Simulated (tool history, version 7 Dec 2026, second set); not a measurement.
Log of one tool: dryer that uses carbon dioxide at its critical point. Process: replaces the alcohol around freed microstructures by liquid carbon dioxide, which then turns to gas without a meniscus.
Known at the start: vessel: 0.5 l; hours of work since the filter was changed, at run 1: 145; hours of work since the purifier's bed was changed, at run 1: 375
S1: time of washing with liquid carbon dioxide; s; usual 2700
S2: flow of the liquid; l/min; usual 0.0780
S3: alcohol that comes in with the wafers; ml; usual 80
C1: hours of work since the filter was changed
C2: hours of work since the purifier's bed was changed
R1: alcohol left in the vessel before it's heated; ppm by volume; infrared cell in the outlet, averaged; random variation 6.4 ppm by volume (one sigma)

run 1 hour=0.0 | S1=2700 S2=0.0780 S3=80 | C1=145 C2=375 | R1=553
run 2 hour=19.9 | S1=2700 S2=0.0780 S3=80 | C1=156 C2=385 | R1=577
run 3 hour=50.2 | S1=2700 S2=0.0780 S3=80 | C1=171 C2=401 | R1=600
-- hour=84.3 inlet filter changed
run 4 hour=84.3 | S1=2700 S2=0.0780 S3=80 | C1=0 C2=418 | R1=289
run 5 hour=111.8 | S1=2700 S2=0.0780 S3=80 | C1=14 C2=432 | R1=295
run 6 hour=144.5 | S1=2700 S2=0.0780 S3=80 | C1=31 C2=449 | R1=322
run 7 hour=168.4 | S1=2700 S2=0.0865 S3=80 | C1=43 C2=461 | R1=191
run 8 hour=187.0 | S1=2700 S2=0.0780 S3=80 | C1=53 C2=471 | R1=347
run 9 hour=213.6 | S1=2700 S2=0.0780 S3=110 | C1=67 C2=484 | R1=495
run 10 hour=228.6 | S1=2700 S2=0.0719 S3=80 | C1=75 C2=492 | R1=615
run 11 hour=250.7 | S1=2700 S2=0.0719 S3=80 | C1=86 C2=504 | R1=643
run 12 hour=285.1 | S1=2700 S2=0.0479 S3=80 | C1=104 C2=521 | R1=4447
run 13 hour=303.4 | S1=1680 S2=0.0780 S3=80 | C1=113 C2=531 | R1=4064
run 14 hour=322.4 | S1=1680 S2=0.1229 S3=80 | C1=123 C2=541 | R1=480
run 15 hour=356.5 | S1=1680 S2=0.1229 S3=80 | C1=141 C2=558 | R1=509
run 16 hour=381.7 | S1=1680 S2=0.1229 S3=80 | C1=154 C2=571 | R1=552
run 17 hour=407.5 | S1=2700 S2=0.0780 S3=80 | C1=167 C2=585 | R1=548
run 18 hour=439.7 | S1=2700 S2=0.0780 S3=80 | C1=184 C2=601 | R1=591
-- hour=450.4 inlet filter changed
run 19 hour=464.9 | S1=2700 S2=0.0496 S3=29 | C1=7 C2=614 | R1=1086
run 20 hour=484.2 | S1=2700 S2=0.0496 S3=29 | C1=17 C2=624 | R1=1122
run 21 hour=513.3 | S1=2700 S2=0.0496 S3=29 | C1=32 C2=639 | R1=1141
run 22 hour=534.8 | S1=2700 S2=0.0780 S3=100 | C1=44 C2=650 | R1=418
run 23 hour=569.4 | S1=3540 S2=0.0944 S3=50 | C1=61 C2=668 | R1=33
run 24 hour=600.8 | S1=3540 S2=0.0649 S3=50 | C1=78 C2=684 | R1=162
run 25 hour=623.2 | S1=2700 S2=0.0539 S3=30 | C1=89 C2=695 | R1=990
run 26 hour=655.8 | S1=3900 S2=0.0739 S3=114 | C1=106 C2=712 | R1=100
run 27 hour=679.6 | S1=3900 S2=0.0780 S3=44 | C1=118 C2=725 | R1=50
run 28 hour=704.6 | S1=2580 S2=0.0515 S3=24 | C1=131 C2=737 | R1=1283
run 29 hour=737.6 | S1=2460 S2=0.1211 S3=24 | C1=148 C2=754 | R1=44
run 30 hour=762.7 | S1=2460 S2=0.1211 S3=24 | C1=161 C2=767 | R1=43
run 31 hour=794.2 | S1=2460 S2=0.1211 S3=24 | C1=177 C2=784 | R1=52
-- hour=817.0 inlet filter changed
run 32 hour=818.9 | S1=3420 S2=0.0828 S3=40 | C1=1 C2=796 | R1=45
run 33 hour=846.1 | S1=3420 S2=0.0828 S3=40 | C1=15 C2=810 | R1=49
run 34 hour=869.3 | S1=3420 S2=0.0828 S3=40 | C1=27 C2=822 | R1=55
run 35 hour=886.4 | S1=2700 S2=0.0706 S3=36 | C1=36 C2=831 | R1=294
run 36 hour=902.1 | S1=2700 S2=0.0706 S3=36 | C1=44 C2=839 | R1=298

4 ways to go on from here, each from the tool as it stands after run 36. What would each give?
run A hour=935.4 | S1=3900 S2=0.0780 S3=80 | C1=61 C2=856 | R1=?
run B hour=935.4 | S1=2700 S2=0.0757 S3=76 | C1=61 C2=856 | R1=?
run C hour=935.4 | S1=2220 S2=0.1310 S3=27 | C1=61 C2=856 | R1=?
run D hour=935.4 | S1=3120 S2=0.0706 S3=107 | C1=61 C2=856 | R1=?

run=A R1=57
run=B R1=413
run=C R1=47
run=D R1=374
Without the tool's hidden state the same runs would have given:
run=A R1=20
run=B R1=302
run=C R1=14
run=D R1=265
